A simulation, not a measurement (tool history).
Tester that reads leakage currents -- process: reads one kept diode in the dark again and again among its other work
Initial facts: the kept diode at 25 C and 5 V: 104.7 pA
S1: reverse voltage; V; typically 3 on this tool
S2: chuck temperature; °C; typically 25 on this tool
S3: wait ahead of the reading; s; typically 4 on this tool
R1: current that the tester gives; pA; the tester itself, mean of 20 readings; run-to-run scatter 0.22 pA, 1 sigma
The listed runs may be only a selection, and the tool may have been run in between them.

run    hour     S1  S2    S3       R1
  1       0      3  25     4    84.89
  2    43.5      3  25     4    84.59
  3    99.6      3  30     4   132.83
  4     137      3  30     4   133.13
  5   168.8      3  25     4    84.35
  6   207.1      3  25     4    84.78
  7   260.3      3  25     4    84.13
  8   300.1      3  25     4    84.53
  9   339.8      3  21     4    58.82
 10   395.2      3  21     4    58.64
 11   448.4      3  21     4    58.61
 12   471.6      3  21     4    59.08
 13     526      3  21     4    58.86
 14   560.7   6.17  21     4    88.47
 15   612.7   6.17  21     4    88.64
 16   666.4   6.17  21     4    88.46
 17   719.5   6.17  36     4   328.55
 18   768.1   9.82  25  0.55   166.77
 19     801      3  46  2.66   525.46
 20   830.3      3  46  2.66   526.12
 21   887.4   1.36  36  0.95   148.76
 22   913.2   1.36  36  0.95   148.14
 23   944.7   1.36  36  0.95   147.73
 24   982.2   1.36  36  0.95   148.57
      988.9  -- probe card cleaned and baked
 25    1024   4.95  40  0.55   419.42
 26    1048  18.44  44  0.55  1184.11
 27  1104.3  18.44  44  0.55   1178.4
 28  1147.3   4.06  36     4   267.21
     1154.6  -- probe card cleaned and baked, once more
 29  1190.6   4.06  53   0.4  1073.18
 30  1236.3   5.53  53   0.4  1253.38
 31  1289.6      3  26     4    86.36
 32  1343.3      3  26     4    86.45
 33  1377.2      3  25  1.41    79.18
 34  1433.4   7.34  56  0.39   1850.7

Predict each of these 5 candidate next runs independently; none follows another, all start after run 34:
  A  1489.4   1.89  23  6.57   ?
  B  1489.4   1.26  56  0.63   ?
  C  1489.4  19.85  25     4   ?
  D  1489.4   1.24  56  0.39   ?
  E  1489.4   7.34  51  0.39   ?

run       R1
  A    51.02
  B   742.75
  C   211.31
  D   736.29
  E  1231.52
With the hidden condition removed and each run's random variation left untouched, the same runs would have given:
run       R1
  A    52.37
  B    763.5
  C   214.27
  D   756.85
  E  1265.73
